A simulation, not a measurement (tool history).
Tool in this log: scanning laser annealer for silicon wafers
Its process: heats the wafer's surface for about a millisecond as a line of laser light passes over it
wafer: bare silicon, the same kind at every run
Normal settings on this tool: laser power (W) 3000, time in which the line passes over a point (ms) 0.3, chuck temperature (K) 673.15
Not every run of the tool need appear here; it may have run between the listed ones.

run	day	laser power (W)	time in which the line passes over a point (ms)	chuck temperature (K)	highest temperature of the surface (K)
1	0	3000	0.3	673.15	1387.15
2	2.504	3000	0.3	673.15	1387.15
# day 3.329: window over the wafer cleaned
3	4.546	3000	0.3	673.15	1391.15
4	6.888	3000	0.3	673.15	1388.15
5	9.121	3000	0.3	673.15	1387.15
6	10.392	3000	0.3	695.15	1413.15
7	12.283	3000	0.3	695.15	1409.15
8	14.058	3000	0.3	695.15	1409.15
9	15.904	3000	0.3	695.15	1408.15
10	17.579	3000	0.3	695.15	1411.15
11	19.817	3245	0.281	635.15	1401.15
12	21.012	3000	0.258	663.15	1330.15
13	23.362	3172	0.224	665.15	1335.15
14	25.888	2841	0.346	643.15	1352.15
# day 26.992: window over the wafer cleaned
15	27.521	3131	0.346	640.15	1447.15
16	29.238	2579	0.282	674.15	1247.15
17	31.608	2579	0.282	674.15	1245.15
18	33.096	3162	0.287	705.15	1455.15
19	34.996	3162	0.279	649.15	1389.15
20	36.517	2873	0.251	649.15	1275.15

3 ways to go on from here, each from the tool as it stands after run 20. What would each give?
A	38.892	3141	0.301	664.15	?
B	38.892	2850	0.269	700.15	?
C	38.892	3078	0.227	701.15	?

run	highest temperature of the surface (K)
A	1426.15
B	1336.15
C	1350.15
With the hidden condition removed and each run's random variation left untouched, the same runs would have given:
run	highest temperature of the surface (K)
A	1427.15
B	1337.15
C	1350.15
